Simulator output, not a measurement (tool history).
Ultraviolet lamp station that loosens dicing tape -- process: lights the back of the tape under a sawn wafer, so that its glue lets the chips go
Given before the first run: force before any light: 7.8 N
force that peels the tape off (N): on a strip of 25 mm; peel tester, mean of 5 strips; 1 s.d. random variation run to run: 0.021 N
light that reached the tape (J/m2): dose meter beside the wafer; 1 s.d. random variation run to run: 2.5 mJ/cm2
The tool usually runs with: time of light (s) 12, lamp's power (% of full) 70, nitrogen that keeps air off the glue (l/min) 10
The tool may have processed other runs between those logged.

run   hour  time of light (s)  lamp's power (% of full)  nitrogen that keeps air off the glue (l/min)  force that peels the tape off (N)  light that reached the tape (J/m2)
  1    0.0                 12                        70                                            10                              2.189                                1870
  2   26.8                 12                        70                                            10                              2.297                                1820
  3   73.5                 12                        70                                            10                              2.242                                1770
  4  111.1                 12                        70                                            10                              2.269                                1700
  5  163.5                 12                        70                                            10                              2.323                                1730
     167.2  -- window cleaned of glue's vapour
  6  186.1                 12                        70                                            10                              2.488                                1660
  7  213.6                 14                        70                                            10                              2.042                                1930
  8  246.5                 14                        70                                            10                              2.162                                1910
  9  284.1                 14                        70                                            10                              2.196                                1850
 10  309.6                 14                        70                                            10                              2.193                                1820
 11  356.7                  7                        78                                             6                              4.291                                1000
 12  394.4                  9                        96                                            10                              2.618                                1540
 13  442.6                  6                        80                                            10                              4.385                                 840
     478.8  -- window cleaned of glue's vapour, once more
     479.8  -- lamp changed
 14  494.9                  6                        80                                            10                              2.316                                1660
 15  536.8                 12                        87                                             8                              0.802                                3620
 16  560.7                 12                        87                                             8                              0.791                                3570
 17  582.8                 12                        89                                             9                              0.725                                3650
 18  613.8                  7                        87                                             9                              1.976                                2070
 19  659.5                  9                        62                                             9                              2.191                                1860

Consider 4 possible next runs. They are alternatives, not a sequence: every one starts from the tool as it was left by run 19. What does each give?
  A  706.3                  9                        62                                            10                                  ?                                   ?
  B  706.3                  9                        62                                             4                                  ?                                   ?
  C  706.3                 19                        62                                             9                                  ?                                   ?
  D  706.3                 13                        77                                            10                                  ?                                   ?

run  force that peels the tape off (N)  light that reached the tape (J/m2)
  A                              2.079                                1850
  B                              3.103                                1860
  C                              0.626                                3920
  D                              0.806                                3310
With no hidden state in the tool, these same runs would have given:
run  force that peels the tape off (N)  light that reached the tape (J/m2)
  A                              1.892                                1990
  B                              2.895                                2000
  C                              0.528                                4210
  D                              0.689                                3560

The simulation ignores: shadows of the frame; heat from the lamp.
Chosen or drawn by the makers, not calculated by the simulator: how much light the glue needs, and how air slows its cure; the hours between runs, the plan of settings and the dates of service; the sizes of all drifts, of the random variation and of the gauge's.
